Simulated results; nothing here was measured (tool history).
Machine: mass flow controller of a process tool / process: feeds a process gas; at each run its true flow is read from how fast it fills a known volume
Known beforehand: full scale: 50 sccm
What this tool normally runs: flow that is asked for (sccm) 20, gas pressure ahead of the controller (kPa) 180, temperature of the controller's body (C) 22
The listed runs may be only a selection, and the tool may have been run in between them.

| run | day | flow that is asked for (sccm) | gas pressure ahead of the controller (kPa) | temperature of the controller's body (C) | true flow (%) |
|---|---|---|---|---|---|
| 1 | 0 | 20 | 180 | 22 | 97.53 |
| 2 | 2.746 | 20 | 180 | 22 | 97.61 |
| 3 | 5.158 | 20 | 180 | 22 | 97.67 |
| 4 | 9.133 | 20 | 180 | 22 | 97.64 |
| 5 | 11.575 | 20 | 180 | 22 | 97.65 |
| 6 | 15.792 | 20 | 180 | 39 | 99.07 |
| 7 | 20.088 | 20 | 180 | 39 | 99.08 |
| 8 | 22.146 | 15 | 180 | 22 | 97.54 |
| 9 | 24.192 | 15 | 180 | 22 | 97.44 |
| 10 | 27.942 | 15 | 180 | 22 | 97.47 |
| 11 | 30.65 | 10 | 199 | 22 | 97.3 |
| 12 | 33.112 | 10 | 199 | 22 | 97.25 |
| 13 | 37.583 | 23 | 264 | 33 | 99.29 |
| 14 | 41.175 | 7 | 180 | 38 | 98.34 |
| 15 | 45.258 | 12 | 225 | 22 | 97.79 |
| 16 | 47.554 | 22 | 205 | 35 | 99.25 |
| 17 | 50.621 | 9 | 205 | 28 | 97.86 |

What if the next run were any one of these 3? Each begins from the tool's condition after run 17:
| A | 52.654 | 39 | 180 | 22 | ? |
| B | 52.654 | 46 | 170 | 22 | ? |
| C | 52.654 | 5 | 180 | 22 | ? |

| run | true flow (%) |
|---|---|
| A | 99.34 |
| B | 99.96 |
| C | 97.04 |
Without the tool's unlogged condition, the same runs would have read:
| run | true flow (%) |
|---|---|
| A | 98.87 |
| B | 99.49 |
| C | 96.58 |
